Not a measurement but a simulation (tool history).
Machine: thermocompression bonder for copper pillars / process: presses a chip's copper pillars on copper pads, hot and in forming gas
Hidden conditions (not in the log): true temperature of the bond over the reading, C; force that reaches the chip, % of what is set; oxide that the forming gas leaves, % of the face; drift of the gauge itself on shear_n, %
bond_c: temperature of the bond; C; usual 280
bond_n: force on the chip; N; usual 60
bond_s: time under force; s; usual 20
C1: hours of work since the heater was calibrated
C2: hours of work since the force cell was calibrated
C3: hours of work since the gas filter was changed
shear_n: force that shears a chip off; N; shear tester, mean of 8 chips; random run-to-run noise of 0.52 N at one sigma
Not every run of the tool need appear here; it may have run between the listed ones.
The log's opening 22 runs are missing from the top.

{"run": 23, "hour": 1479.3, "bond_c": 309, "bond_n": 72, "bond_s": 20, "C1": 367, "C2": 62, "C3": 81, "shear_n": 83.3}
{"run": 24, "hour": 1538.1, "bond_c": 309, "bond_n": 72, "bond_s": 20, "C1": 396, "C2": 92, "C3": 110, "shear_n": 84.3}
{"run": 25, "hour": 1620.6, "bond_c": 309, "bond_n": 72, "bond_s": 20, "C1": 437, "C2": 133, "C3": 151, "shear_n": 82.2}
{"run": 26, "hour": 1691.6, "bond_c": 298, "bond_n": 63, "bond_s": 42, "C1": 472, "C2": 168, "C3": 187, "shear_n": 86.9}
{"run": 27, "hour": 1772.3, "bond_c": 256, "bond_n": 69, "bond_s": 10, "C1": 512, "C2": 208, "C3": 227, "shear_n": 31.9}
{"run": 28, "hour": 1872.0, "bond_c": 256, "bond_n": 69, "bond_s": 10, "C1": 562, "C2": 257, "C3": 276, "shear_n": 30.5}
{"run": 29, "hour": 1918.6, "bond_c": 256, "bond_n": 69, "bond_s": 10, "C1": 585, "C2": 280, "C3": 299, "shear_n": 30.9}
{"run": 30, "hour": 2002.0, "bond_c": 252, "bond_n": 63, "bond_s": 43, "C1": 626, "C2": 322, "C3": 341, "shear_n": 48.3}
{"run": 31, "hour": 2082.4, "bond_c": 252, "bond_n": 63, "bond_s": 43, "C1": 666, "C2": 362, "C3": 381, "shear_n": 48}
{"hour": 2099.5, "done": "forming gas filter changed"}
{"run": 32, "hour": 2165.4, "bond_c": 280, "bond_n": 60, "bond_s": 15, "C1": 707, "C2": 403, "C3": 33, "shear_n": 49.2}
{"run": 33, "hour": 2264.5, "bond_c": 280, "bond_n": 60, "bond_s": 15, "C1": 756, "C2": 452, "C3": 82, "shear_n": 48.4}
{"run": 34, "hour": 2325.4, "bond_c": 280, "bond_n": 60, "bond_s": 15, "C1": 787, "C2": 482, "C3": 112, "shear_n": 47.4}
{"run": 35, "hour": 2411.1, "bond_c": 280, "bond_n": 77, "bond_s": 14, "C1": 829, "C2": 525, "C3": 155, "shear_n": 53.9}
{"run": 36, "hour": 2496.4, "bond_c": 294, "bond_n": 64, "bond_s": 11, "C1": 872, "C2": 567, "C3": 197, "shear_n": 52.4}
{"run": 37, "hour": 2582.9, "bond_c": 294, "bond_n": 64, "bond_s": 11, "C1": 914, "C2": 610, "C3": 240, "shear_n": 51.5}
{"run": 38, "hour": 2684.1, "bond_c": 260, "bond_n": 44, "bond_s": 11, "C1": 965, "C2": 660, "C3": 290, "shear_n": 23.6}
{"run": 39, "hour": 2748.1, "bond_c": 265, "bond_n": 60, "bond_s": 11, "C1": 996, "C2": 692, "C3": 322, "shear_n": 31.2}

Below are 4 alternative next runs, each starting from the tool's condition after run 39. Predict each:
{"run": "A", "hour": 2821.4, "bond_c": 265, "bond_n": 60, "bond_s": 59, "C1": 1033, "C2": 728, "C3": 358, "shear_n": "?"}
{"run": "B", "hour": 2821.4, "bond_c": 284, "bond_n": 62, "bond_s": 50, "C1": 1033, "C2": 728, "C3": 358, "shear_n": "?"}
{"run": "C", "hour": 2821.4, "bond_c": 265, "bond_n": 82, "bond_s": 11, "C1": 1033, "C2": 728, "C3": 358, "shear_n": "?"}
{"run": "D", "hour": 2821.4, "bond_c": 265, "bond_n": 38, "bond_s": 11, "C1": 1033, "C2": 728, "C3": 358, "shear_n": "?"}

run=A shear_n=60.5
run=B shear_n=73.8
run=C shear_n=38.6
run=D shear_n=22.5
What these runs would have given with no unlogged condition in the tool:
run=A shear_n=71.5
run=B shear_n=85.6
run=C shear_n=46.6
run=D shear_n=27.4
